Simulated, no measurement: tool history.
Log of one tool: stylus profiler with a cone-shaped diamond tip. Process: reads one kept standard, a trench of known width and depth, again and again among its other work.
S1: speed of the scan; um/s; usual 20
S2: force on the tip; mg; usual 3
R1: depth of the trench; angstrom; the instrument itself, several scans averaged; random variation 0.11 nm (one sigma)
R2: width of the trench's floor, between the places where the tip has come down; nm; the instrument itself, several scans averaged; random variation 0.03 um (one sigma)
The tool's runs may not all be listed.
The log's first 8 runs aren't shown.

run,day,S1,S2,R1,R2
9,24.108,20,1.22,2035.1,17540
10,26.862,32,3,2051,17510
11,29.054,20,3,2050.6,17580
12,31.308,20,3,2050.8,17550
13,34.717,20,3,2051.9,17520
14,39.271,20,3,2050.4,17540
15,41.617,5,3,2051.6,17530
16,45.533,5,3,2053.9,17550
17,48.308,20,3,2055.8,17450
18,51.917,20,5.83,2073.7,17420
19,55.517,20,3,2056.7,17400
20,57.379,19,3,2055.2,17460
21,60.767,19,3,2057.9,17400
22,63.025,19,3,2056.7,17340
23,67.054,19,3,2056,17380
24,70.404,19,3,2059.1,17400
25,74.575,14,2.03,2050.3,17320
# day 74.917: height scale calibrated on a step standard
26,78.2,14,2.03,2027.5,17300

The next listed run, before its measurement:
27,80.796,24,2.74,?,?

Run 27 gave R1 2032.4 angstrom, R2 17320 nm.
Without the tool's hidden state the same run would have given R1 2030.6 angstrom, R2 18190 nm.
